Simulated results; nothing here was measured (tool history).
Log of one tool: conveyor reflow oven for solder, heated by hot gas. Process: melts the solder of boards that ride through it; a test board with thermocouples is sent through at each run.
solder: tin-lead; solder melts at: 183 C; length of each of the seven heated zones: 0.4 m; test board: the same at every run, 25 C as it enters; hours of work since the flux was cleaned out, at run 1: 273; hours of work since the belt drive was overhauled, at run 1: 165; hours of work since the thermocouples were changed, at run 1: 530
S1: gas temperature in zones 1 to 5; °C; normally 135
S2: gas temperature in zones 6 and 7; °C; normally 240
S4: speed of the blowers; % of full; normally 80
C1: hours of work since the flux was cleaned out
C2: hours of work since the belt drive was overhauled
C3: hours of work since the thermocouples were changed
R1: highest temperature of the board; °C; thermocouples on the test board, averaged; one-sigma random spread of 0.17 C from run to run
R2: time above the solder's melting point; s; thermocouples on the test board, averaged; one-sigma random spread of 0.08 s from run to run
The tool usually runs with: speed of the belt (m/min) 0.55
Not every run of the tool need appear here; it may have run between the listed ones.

{"run": 1, "day": 0.0, "S1": 135, "S2": 240, "speed of the belt (m/min)": 0.55, "S4": 80, "C1": 273, "C2": 165, "C3": 530, "R1": 228.5, "R2": 73.31}
{"run": 2, "day": 0.583, "S1": 135, "S2": 240, "speed of the belt (m/min)": 0.55, "S4": 80, "C1": 282, "C2": 174, "C3": 540, "R1": 228.1, "R2": 73.22}
{"run": 3, "day": 1.067, "S1": 135, "S2": 240, "speed of the belt (m/min)": 0.55, "S4": 80, "C1": 289, "C2": 182, "C3": 547, "R1": 228.1, "R2": 73.22}
{"run": 4, "day": 1.692, "S1": 135, "S2": 240, "speed of the belt (m/min)": 0.55, "S4": 80, "C1": 299, "C2": 192, "C3": 557, "R1": 228.3, "R2": 73.26}
{"run": 5, "day": 2.521, "S1": 135, "S2": 240, "speed of the belt (m/min)": 0.55, "S4": 80, "C1": 312, "C2": 204, "C3": 570, "R1": 228.1, "R2": 73.41}
{"run": 6, "day": 3.117, "S1": 135, "S2": 240, "speed of the belt (m/min)": 0.55, "S4": 80, "C1": 321, "C2": 214, "C3": 579, "R1": 228.1, "R2": 73.43}
{"run": 7, "day": 3.921, "S1": 135, "S2": 240, "speed of the belt (m/min)": 0.55, "S4": 80, "C1": 334, "C2": 226, "C3": 591, "R1": 228.4, "R2": 73.12}
{"run": 8, "day": 4.542, "S1": 135, "S2": 240, "speed of the belt (m/min)": 0.55, "S4": 80, "C1": 343, "C2": 236, "C3": 601, "R1": 228.4, "R2": 73.34}
{"run": 9, "day": 5.008, "S1": 135, "S2": 240, "speed of the belt (m/min)": 0.55, "S4": 79, "C1": 350, "C2": 243, "C3": 608, "R1": 228.3, "R2": 73.33}
{"run": 10, "day": 5.733, "S1": 135, "S2": 240, "speed of the belt (m/min)": 0.55, "S4": 79, "C1": 362, "C2": 254, "C3": 619, "R1": 228.1, "R2": 73.18}
{"day": 6.442, "done": "flux residue cleaned out of gas plates and filters"}
{"run": 11, "day": 6.842, "S1": 121, "S2": 240, "speed of the belt (m/min)": 0.621, "S4": 56, "C1": 6, "C2": 268, "C3": 633, "R1": 215.5, "R2": 50.05}

What will run 12 give?
{"run": 12, "day": 7.6, "S1": 121, "S2": 240, "speed of the belt (m/min)": 0.605, "S4": 55, "C1": 18, "C2": 280, "C3": 645, "R1": "?", "R2": "?"}

{"run 12": {"R1": 216.5, "R2": 52.19}}
Had the tool carried no hidden state, the very same run would have given R1 216.5 °C, R2 52.2 s.
